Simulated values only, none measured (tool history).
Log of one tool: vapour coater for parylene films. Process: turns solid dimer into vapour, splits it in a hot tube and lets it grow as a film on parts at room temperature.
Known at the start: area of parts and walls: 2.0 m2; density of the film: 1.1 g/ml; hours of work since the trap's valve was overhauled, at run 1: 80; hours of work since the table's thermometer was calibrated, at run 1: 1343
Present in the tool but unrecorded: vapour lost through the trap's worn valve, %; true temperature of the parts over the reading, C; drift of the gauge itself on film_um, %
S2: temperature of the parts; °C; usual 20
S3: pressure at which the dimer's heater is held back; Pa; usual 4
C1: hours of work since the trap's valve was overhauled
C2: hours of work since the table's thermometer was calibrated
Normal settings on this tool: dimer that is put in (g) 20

run 1 hour=0 | dimer_that_is_put_in_(g)=20 S2=20 S3=4 | C1=80 C2=1343 | thickness_of_the_film_(um)=5.08
run 2 hour=45 | dimer_that_is_put_in_(g)=20 S2=20 S3=3.98 | C1=104 C2=1368 | thickness_of_the_film_(um)=5.08
run 3 hour=82.4 | dimer_that_is_put_in_(g)=20 S2=20 S3=3.98 | C1=124 C2=1388 | thickness_of_the_film_(um)=5
run 4 hour=154.6 | dimer_that_is_put_in_(g)=20 S2=20 S3=3.98 | C1=163 C2=1427 | thickness_of_the_film_(um)=4.91
run 5 hour=213.8 | dimer_that_is_put_in_(g)=20 S2=20 S3=4.45 | C1=195 C2=1459 | thickness_of_the_film_(um)=4.7
-- hour=260.5 table's thermometer calibrated
run 6 hour=283.7 | dimer_that_is_put_in_(g)=20 S2=14 S3=4 | C1=233 C2=13 | thickness_of_the_film_(um)=5.8
-- hour=341.7 trap's valve overhauled
run 7 hour=351 | dimer_that_is_put_in_(g)=15 S2=20 S3=4 | C1=5 C2=47 | thickness_of_the_film_(um)=4.14
run 8 hour=408.3 | dimer_that_is_put_in_(g)=15 S2=20 S3=4 | C1=36 C2=78 | thickness_of_the_film_(um)=4.1
run 9 hour=461.7 | dimer_that_is_put_in_(g)=22 S2=20 S3=4 | C1=65 C2=106 | thickness_of_the_film_(um)=5.89
run 10 hour=513.3 | dimer_that_is_put_in_(g)=22 S2=20 S3=4 | C1=93 C2=134 | thickness_of_the_film_(um)=5.7
run 11 hour=561.2 | dimer_that_is_put_in_(g)=22 S2=20 S3=4 | C1=119 C2=160 | thickness_of_the_film_(um)=5.79
run 12 hour=629.1 | dimer_that_is_put_in_(g)=22 S2=20 S3=4 | C1=155 C2=197 | thickness_of_the_film_(um)=5.51
run 13 hour=665.2 | dimer_that_is_put_in_(g)=22 S2=20 S3=4 | C1=175 C2=216 | thickness_of_the_film_(um)=5.44

What will run 14 give?
run 14 hour=707 | dimer_that_is_put_in_(g)=25 S2=21 S3=2.93 | C1=197 C2=239 | thickness_of_the_film_(um)=?

Run 14 yielded thickness of the film (um) 6.29.
With no hidden state in the tool, this same run would have given thickness of the film (um) 7.05.
